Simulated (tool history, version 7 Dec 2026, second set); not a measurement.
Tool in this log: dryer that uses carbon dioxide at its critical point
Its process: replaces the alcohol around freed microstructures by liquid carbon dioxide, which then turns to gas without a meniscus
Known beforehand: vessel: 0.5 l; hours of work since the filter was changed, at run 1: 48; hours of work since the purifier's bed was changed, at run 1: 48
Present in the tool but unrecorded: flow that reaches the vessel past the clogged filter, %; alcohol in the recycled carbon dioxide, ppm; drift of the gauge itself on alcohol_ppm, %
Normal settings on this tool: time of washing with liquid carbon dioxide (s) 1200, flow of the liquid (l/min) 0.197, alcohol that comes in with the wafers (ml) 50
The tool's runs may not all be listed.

run     day  time of washing with liquid carbon dioxide (s)  flow of the liquid (l/min)  alcohol that comes in with the wafers (ml)  hours of work since the filter was changed  hours of work since the purifier's bed was changed  alcohol left in the vessel before it's heated (ppm by volume)
  1   0.000                                            1200                       0.197                                          50                                          48                                                  48                                                            279
  2   1.300                                            1200                       0.197                                          50                                          73                                                  73                                                            303
  3   2.158                                            1200                       0.197                                          50                                          89                                                  89                                                            318
  4   3.212                                             780                       0.197                                          50                                         109                                                 109                                                           2376
  5   4.125                                             780                       0.197                                          50                                         126                                                 126                                                           2342
  6   4.896                                            1200                       0.197                                          31                                         141                                                 141                                                            257
  7   6.038                                            1080                       0.197                                          50                                         163                                                 163                                                            684
  8   7.279                                            1080                       0.197                                          50                                         187                                                 187                                                            703
  9   8.717                                            1080                       0.197                                          50                                         214                                                 214                                                            771
 10   9.546                                             720                       0.197                                          50                                         230                                                 230                                                           3858
 11  10.775                                            1200                       0.190                                          86                                         253                                                 253                                                           1017
 12  11.842                                            1020                       0.318                                          78                                         273                                                 273                                                            188
 13  12.954                                            1200                       0.159                                          87                                         295                                                 295                                                           2524
     13.838  -- inlet filter changed
 14  14.021                                            1200                       0.159                                          87                                           4                                                 314                                                           1452
 15  15.083                                            1200                       0.159                                          86                                          24                                                 334                                                           1573
 16  15.771                                            1200                       0.247                                          71                                          37                                                 347                                                            189
 17  16.550                                            1200                       0.247                                          71                                          52                                                 362                                                            201
 18  17.379                                            1200                       0.247                                          71                                          67                                                 378                                                            212
 19  18.579                                             840                       0.197                                          50                                          90                                                 401                                                           1875

Some steps in alcohol left in the vessel before it's heated (ppm by volume) between neighbouring runs. How much of each would the tool show without its hidden state too (settings, what came in, random variation), and how much is left for the hidden state, with any gauge scatter that isn't in both results?
Run 9 -> 10: time of washing with liquid carbon dioxide (s) 1080 -> 720. alcohol left in the vessel before it's heated (ppm by volume) +3087: hidden state +858, all else +2229.
Run 13 -> 14: inlet filter changed. alcohol left in the vessel before it's heated (ppm by volume) -1072: hidden state -1059, all else -13.

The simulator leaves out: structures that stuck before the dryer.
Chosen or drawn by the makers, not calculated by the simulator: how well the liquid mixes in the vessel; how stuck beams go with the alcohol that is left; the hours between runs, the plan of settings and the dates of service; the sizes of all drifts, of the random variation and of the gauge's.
